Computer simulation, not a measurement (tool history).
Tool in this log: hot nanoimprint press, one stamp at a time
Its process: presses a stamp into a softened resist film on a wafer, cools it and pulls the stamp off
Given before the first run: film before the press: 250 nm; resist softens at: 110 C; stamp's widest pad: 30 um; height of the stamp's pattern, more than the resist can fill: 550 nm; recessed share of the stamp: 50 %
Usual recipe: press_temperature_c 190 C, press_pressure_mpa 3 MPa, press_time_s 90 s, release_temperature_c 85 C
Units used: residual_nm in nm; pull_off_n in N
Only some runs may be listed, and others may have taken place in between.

run     day  press_temperature_c  press_pressure_mpa  press_time_s  release_temperature_c  residual_nm  pull_off_n
  1       0                  190                   3            90                     85        113.1         285
  2   0.912                  190                   3           106                     85        107.2         295
      1.946  -- stamp cleaned and given a new release coat
  3   2.054                  190                   3           106                     85        107.4         223
  4   2.958                  190                   3           106                     85        106.5         230
  5   3.804                  190                   3           106                     85        106.7         226
  6   4.288                  190                   3           106                     85        107.2         225
  7   4.775                  190                   3           106                     85          107         226
  8   5.483                  190                   3            90                     85        114.8         222
  9    6.05                  190                   3            90                     85        114.4         233
 10   7.025                  190                   3            90                     84          115         236
 11   7.754                  190                   3            90                     84        115.1         245
 12   8.667                  190                   3            90                     84        114.6         231
 13   9.404                  190                   3           135                     84         99.7         242
 14  10.396                  180                2.95           150                     73        143.3         273
 15  11.333                  180                1.91           150                     88        173.3         229
 16  11.775                  188                4.46            70                     88        110.5         231
 17  12.233                  190                1.91            90                     85        144.9         236
 18  13.096                  190                2.38            95                     85        126.5         251
 19  13.704                  190                2.38            95                     85        128.2         244
 20  14.408                  189                3.21            90                     85        115.3         240
 21  15.029                  189                3.21            90                     76        116.6         274

Run 22 is up next; what results do you expect?
 22  15.721                  190                   3            63                     82            ?           ?

{"run 22": {"residual_nm": 129.2, "pull_off_n": 262}}
Were there no unlogged condition in the tool, this run, its random variation unchanged, would have produced residual_nm 126 nm, pull_off_n 224 N.

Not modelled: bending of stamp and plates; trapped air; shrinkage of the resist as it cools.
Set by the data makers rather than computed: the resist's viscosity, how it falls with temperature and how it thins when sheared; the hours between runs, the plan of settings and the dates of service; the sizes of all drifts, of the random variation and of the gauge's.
